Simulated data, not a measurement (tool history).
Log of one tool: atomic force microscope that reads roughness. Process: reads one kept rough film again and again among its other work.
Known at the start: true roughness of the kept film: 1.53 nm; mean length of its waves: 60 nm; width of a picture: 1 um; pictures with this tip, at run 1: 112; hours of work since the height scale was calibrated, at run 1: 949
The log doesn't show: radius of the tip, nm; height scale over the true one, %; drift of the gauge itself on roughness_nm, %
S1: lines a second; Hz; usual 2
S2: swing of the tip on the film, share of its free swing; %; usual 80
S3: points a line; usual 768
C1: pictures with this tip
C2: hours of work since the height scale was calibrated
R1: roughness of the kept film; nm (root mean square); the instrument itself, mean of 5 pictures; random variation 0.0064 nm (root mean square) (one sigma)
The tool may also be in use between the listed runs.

run	hour	S1	S2	S3	C1	C2	R1
1	0	2	80	768	112	949	1.197
# hour 18.1: new tip fitted
2	39.8	2	80	366	47	979	1.218
3	80.3	2	80	396	136	1011	1.176
# hour 87.2: new tip fitted
4	121.7	2	80	396	76	1042	1.204
5	147.7	2	81	768	134	1062	1.171
# hour 158.4: new tip fitted
6	166.5	2	80	768	18	1076	1.246
7	194	2	80	681	78	1097	1.209
# hour 228: new tip fitted
8	228	2	80	681	0	1123	1.237
9	261.6	1.31	80	768	74	1149	1.281
10	281.2	3.26	80	768	117	1164	1.077
# hour 297.3: new tip fitted
11	325.6	2	80	768	62	1198	1.214
12	359.8	2	80	768	137	1224	1.18
# hour 368.2: new tip fitted
13	396.8	2	80	768	63	1252	1.22
14	430.9	0.51	80	768	138	1279	1.34
# hour 439.2: new tip fitted
15	469	2	80	818	66	1308	1.209
16	501.6	2	80	818	138	1333	1.173
# hour 508.4: new tip fitted
17	542	2	80	818	73	1363	1.196
18	576.2	2	80	818	148	1390	1.169
# hour 579.9: new tip fitted
19	614.6	2	80	818	77	1419	1.213
# hour 651.1: new tip fitted
20	656.1	2	88	660	11	1451	1.154
21	687	2	88	534	79	1474	1.121
22	716.1	2	80	699	143	1497	1.173
# hour 721.5: new tip fitted
23	746.3	2	88	595	55	1520	1.13
24	776.5	0.71	84	452	121	1543	1.293
# hour 789.9: new tip fitted
25	796.4	0.71	84	452	14	1558	1.365
26	829.8	2	82	416	87	1584	1.174
27	854.3	2	82	416	141	1602	1.151
# hour 862.1: new tip fitted
28	884.1	2	60	299	48	1625	1.351
29	909.6	2.95	57	768	105	1645	1.328
# hour 932.2: new tip fitted
30	944.9	2.95	71	768	28	1671	1.233
31	967.4	2.95	78	768	77	1689	1.137
# hour 1002.5: new tip fitted
32	1003.6	2.97	86	655	3	1716	1.068
33	1043.9	3.6	56	626	91	1747	1.314
# hour 1073.4: new tip fitted
34	1085.1	0.74	80	425	26	1779	1.36
35	1103.2	0.74	84	745	66	1793	1.325

Forecast each of these 5 alternatives for the next run:
A	1127.8	2.26	55	922	120	1811	?
B	1127.8	2.23	73	302	120	1811	?
C	1127.8	0.91	84	768	120	1811	?
D	1127.8	1.47	86	900	120	1811	?
E	1127.8	0.54	80	768	120	1811	?

run	R1
A	1.342
B	1.23
C	1.273
D	1.192
E	1.334
Without the tool's hidden state the same runs would have given:
run	R1
A	1.431
B	1.311
C	1.357
D	1.271
E	1.422

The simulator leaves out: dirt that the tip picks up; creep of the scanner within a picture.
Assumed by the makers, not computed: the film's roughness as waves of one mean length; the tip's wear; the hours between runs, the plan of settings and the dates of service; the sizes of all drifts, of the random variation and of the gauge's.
